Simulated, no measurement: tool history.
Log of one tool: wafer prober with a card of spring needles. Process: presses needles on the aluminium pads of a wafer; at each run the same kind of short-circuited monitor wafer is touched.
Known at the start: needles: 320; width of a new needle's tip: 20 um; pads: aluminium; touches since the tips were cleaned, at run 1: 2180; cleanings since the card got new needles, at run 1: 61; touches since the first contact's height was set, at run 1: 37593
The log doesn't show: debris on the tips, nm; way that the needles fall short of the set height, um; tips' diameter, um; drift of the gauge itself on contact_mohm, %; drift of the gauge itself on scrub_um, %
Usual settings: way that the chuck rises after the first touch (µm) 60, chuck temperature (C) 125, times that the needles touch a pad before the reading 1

| run | hour | way that the chuck rises after the first touch (µm) | chuck temperature (C) | times that the needles touch a pad before the reading | touches since the tips were cleaned | cleanings since the card got new needles | touches since the first contact's height was set | resistance of one needle with its contact and lead (mohm) | way that a needle slides on the pad (µm) |
|---|---|---|---|---|---|---|---|---|---|
| 1 | 0.0 | 60 | 125 | 1 | 2180 | 61 | 37593 | 218 | 7.49 |
|  | 4.7 | tips cleaned on abrasive film |
|  | 14.2 | tips cleaned on abrasive film |
|  | 26.0 | tips cleaned on abrasive film |
|  | 35.5 | tips cleaned on abrasive film |
|  | 47.3 | tips cleaned on abrasive film |
| 2 | 50.3 | 60 | 125 | 1 | 904 | 66 | 52930 | 209 | 7.45 |
|  | 57.4 | tips cleaned on abrasive film |
|  | 69.2 | tips cleaned on abrasive film |
|  | 78.7 | tips cleaned on abrasive film |
|  | 88.2 | tips cleaned on abrasive film |
|  | 100.0 | tips cleaned on abrasive film |
| 3 | 101.2 | 60 | 125 | 1 | 368 | 71 | 68475 | 192 | 7.40 |
|  | 110.7 | tips cleaned on abrasive film |
|  | 122.5 | tips cleaned on abrasive film |
|  | 134.3 | tips cleaned on abrasive film |
|  | 143.8 | tips cleaned on abrasive film |
|  | 155.7 | tips cleaned on abrasive film |
| 4 | 159.5 | 60 | 125 | 1 | 1180 | 76 | 86278 | 208 | 7.39 |
|  | 166.6 | tips cleaned on abrasive film |
|  | 176.1 | tips cleaned on abrasive film |
|  | 185.6 | tips cleaned on abrasive film |
|  | 197.4 | tips cleaned on abrasive film |
|  | 206.9 | tips cleaned on abrasive film |
| 5 | 214.2 | 60 | 125 | 1 | 2245 | 81 | 102978 | 224 | 7.36 |
|  | 216.6 | tips cleaned on abrasive film |
|  | 226.1 | tips cleaned on abrasive film |
|  | 235.6 | tips cleaned on abrasive film |
|  | 245.0 | tips cleaned on abrasive film |
|  | 254.5 | tips cleaned on abrasive film |
|  | 264.0 | tips cleaned on abrasive film |
|  | 273.5 | tips cleaned on abrasive film |
| 6 | 274.5 | 78 | 125 | 1 | 307 | 88 | 121349 | 182 | 9.58 |
|  | 284.0 | tips cleaned on abrasive film |
|  | 293.4 | tips cleaned on abrasive film |
|  | 302.9 | tips cleaned on abrasive film |
|  | 313.0 | tips cleaned on abrasive film |
| 7 | 313.0 | 60 | 41 | 1 | 0 | 92 | 133082 | 171 | 7.25 |
|  | 322.4 | tips cleaned on abrasive film |
|  | 334.3 | tips cleaned on abrasive film |
|  | 346.1 | tips cleaned on abrasive film |
| 8 | 352.5 | 60 | 41 | 1 | 1982 | 95 | 145181 | 216 | 7.26 |
|  | 357.3 | tips cleaned on abrasive film |
|  | 366.8 | tips cleaned on abrasive film |
|  | 378.6 | tips cleaned on abrasive film |
|  | 386.0 | height of the first contact set anew |
|  | 388.4 | tips cleaned on abrasive film |
|  | 397.9 | tips cleaned on abrasive film |
|  | 409.7 | tips cleaned on abrasive film |
|  | 421.5 | tips cleaned on abrasive film |
| 9 | 425.2 | 60 | 41 | 1 | 1140 | 102 | 11982 | 198 | 7.56 |
|  | 432.4 | tips cleaned on abrasive film |
|  | 441.8 | tips cleaned on abrasive film |
|  | 451.3 | tips cleaned on abrasive film |
|  | 460.8 | tips cleaned on abrasive film |
|  | 472.6 | tips cleaned on abrasive film |
|  | 484.5 | tips cleaned on abrasive film |
| 10 | 486.6 | 60 | 41 | 3 | 666 | 108 | 30716 | 170 | 7.53 |
|  | 496.1 | tips cleaned on abrasive film |
|  | 505.6 | tips cleaned on abrasive film |
|  | 515.1 | tips cleaned on abrasive film |
|  | 524.5 | tips cleaned on abrasive film |
|  | 534.0 | tips cleaned on abrasive film |
| 11 | 538.9 | 65 | 125 | 1 | 1490 | 113 | 46660 | 203 | 8.13 |
|  | 543.7 | tips cleaned on abrasive film |
|  | 555.5 | tips cleaned on abrasive film |
|  | 567.3 | tips cleaned on abrasive film |
|  | 579.1 | tips cleaned on abrasive film |
|  | 590.6 | tips cleaned on abrasive film |
| 12 | 590.6 | 65 | 125 | 1 | 0 | 118 | 62466 | 186 | 8.07 |
|  | 602.5 | tips cleaned on abrasive film |
|  | 614.3 | tips cleaned on abrasive film |
|  | 623.8 | tips cleaned on abrasive film |
|  | 635.6 | tips cleaned on abrasive film |
| 13 | 636.7 | 65 | 125 | 1 | 335 | 122 | 76532 | 193 | 8.02 |
|  | 646.2 | tips cleaned on abrasive film |
|  | 655.7 | tips cleaned on abrasive film |
|  | 667.5 | tips cleaned on abrasive film |
| 14 | 671.4 | 65 | 125 | 1 | 1216 | 125 | 87143 | 208 | 7.99 |
|  | 678.6 | tips cleaned on abrasive film |
|  | 690.4 | tips cleaned on abrasive film |
|  | 699.9 | tips cleaned on abrasive film |
|  | 709.3 | tips cleaned on abrasive film |
|  | 718.8 | tips cleaned on abrasive film |
|  | 730.7 | tips cleaned on abrasive film |
| 15 | 738.3 | 46 | 26 | 3 | 2346 | 131 | 107557 | 199 | 5.52 |
|  | 740.7 | tips cleaned on abrasive film |
|  | 750.2 | tips cleaned on abrasive film |
|  | 759.7 | tips cleaned on abrasive film |
|  | 771.5 | tips cleaned on abrasive film |
|  | 781.0 | tips cleaned on abrasive film |
| 16 | 781.6 | 41 | 88 | 2 | 194 | 136 | 120758 | 193 | 4.91 |

Forecast each of these 5 alternatives for the next run:
|  | 791.1 | tips cleaned on abrasive film |
|  | 802.9 | tips cleaned on abrasive film |
|  | 814.7 | tips cleaned on abrasive film |
|  | 824.2 | tips cleaned on abrasive film |
|  | 833.7 | tips cleaned on abrasive film |
| A | 839.2 | 41 | 29 | 2 | 1689 | 141 | 138350 | ? | ? |
|  | 791.1 | tips cleaned on abrasive film |
|  | 802.9 | tips cleaned on abrasive film |
|  | 814.7 | tips cleaned on abrasive film |
|  | 824.2 | tips cleaned on abrasive film |
|  | 833.7 | tips cleaned on abrasive film |
| B | 839.2 | 48 | 125 | 1 | 1689 | 141 | 138350 | ? | ? |
|  | 791.1 | tips cleaned on abrasive film |
|  | 802.9 | tips cleaned on abrasive film |
|  | 814.7 | tips cleaned on abrasive film |
|  | 824.2 | tips cleaned on abrasive film |
|  | 833.7 | tips cleaned on abrasive film |
| C | 839.2 | 41 | 88 | 2 | 1689 | 141 | 138350 | ? | ? |
|  | 791.1 | tips cleaned on abrasive film |
|  | 802.9 | tips cleaned on abrasive film |
|  | 814.7 | tips cleaned on abrasive film |
|  | 824.2 | tips cleaned on abrasive film |
|  | 833.7 | tips cleaned on abrasive film |
| D | 839.2 | 77 | 117 | 1 | 1689 | 141 | 138350 | ? | ? |
|  | 791.1 | tips cleaned on abrasive film |
|  | 802.9 | tips cleaned on abrasive film |
|  | 814.7 | tips cleaned on abrasive film |
|  | 824.2 | tips cleaned on abrasive film |
|  | 833.7 | tips cleaned on abrasive film |
| E | 839.2 | 47 | 88 | 2 | 1689 | 141 | 138350 | ? | ? |

| run | resistance of one needle with its contact and lead (mohm) | way that a needle slides on the pad (µm) |
|---|---|---|
| A | 227 | 4.87 |
| B | 248 | 5.78 |
| C | 235 | 4.87 |
| D | 204 | 9.40 |
| E | 215 | 5.60 |
Without the tool's hidden state the same runs would have given:
| run | resistance of one needle with its contact and lead (mohm) | way that a needle slides on the pad (µm) |
|---|---|---|
| A | 164 | 5.19 |
| B | 181 | 6.10 |
| C | 176 | 5.20 |
| D | 175 | 9.72 |
| E | 170 | 5.92 |
